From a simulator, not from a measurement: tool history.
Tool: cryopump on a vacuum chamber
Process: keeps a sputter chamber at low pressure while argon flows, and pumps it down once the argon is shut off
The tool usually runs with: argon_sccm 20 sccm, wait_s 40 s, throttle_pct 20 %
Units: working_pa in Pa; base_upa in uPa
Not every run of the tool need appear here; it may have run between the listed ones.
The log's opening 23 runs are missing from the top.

| run | hour | argon_sccm | wait_s | throttle_pct | working_pa | base_upa |
|---|---|---|---|---|---|---|
| 24 | 892.5 | 10 | 102 | 20 | 0.0367 | 0.88 |
| 25 | 919.1 | 13 | 27 | 52 | 0.0200 | 1.40 |
| 26 | 964.4 | 13 | 27 | 52 | 0.0194 | 1.38 |
| 27 | 1011.6 | 25 | 247 | 42 | 0.0461 | 0.88 |
| 28 | 1053.6 | 25 | 247 | 42 | 0.0461 | 0.87 |
| 29 | 1089.9 | 9 | 247 | 42 | 0.0170 | 0.89 |
| 30 | 1144.7 | 10 | 254 | 23 | 0.0326 | 0.90 |
| 31 | 1191.6 | 31 | 33 | 48 | 0.0515 | 1.40 |
| 32 | 1233.8 | 31 | 33 | 48 | 0.0524 | 1.41 |
| 33 | 1260.5 | 12 | 40 | 23 | 0.0392 | 1.31 |
| 34 | 1310.5 | 16 | 246 | 20 | 0.0605 | 0.96 |

4 options for the next run, each taken on its own from the tool as it stands now. Forecast them:
| A | 1364.6 | 20 | 170 | 22 | ? | ? |
| B | 1364.6 | 16 | 62 | 20 | ? | ? |
| C | 1364.6 | 18 | 40 | 26 | ? | ? |
| D | 1364.6 | 16 | 246 | 41 | ? | ? |

| run | working_pa | base_upa |
|---|---|---|
| A | 0.0693 | 1.03 |
| B | 0.0599 | 1.19 |
| C | 0.0529 | 1.39 |
| D | 0.0316 | 1.02 |
Take away the tool's hidden state, keep each run's random variation, and the runs would have read:
| run | working_pa | base_upa |
|---|---|---|
| A | 0.0643 | 0.24 |
| B | 0.0559 | 0.40 |
| C | 0.0485 | 0.57 |
| D | 0.0276 | 0.22 |

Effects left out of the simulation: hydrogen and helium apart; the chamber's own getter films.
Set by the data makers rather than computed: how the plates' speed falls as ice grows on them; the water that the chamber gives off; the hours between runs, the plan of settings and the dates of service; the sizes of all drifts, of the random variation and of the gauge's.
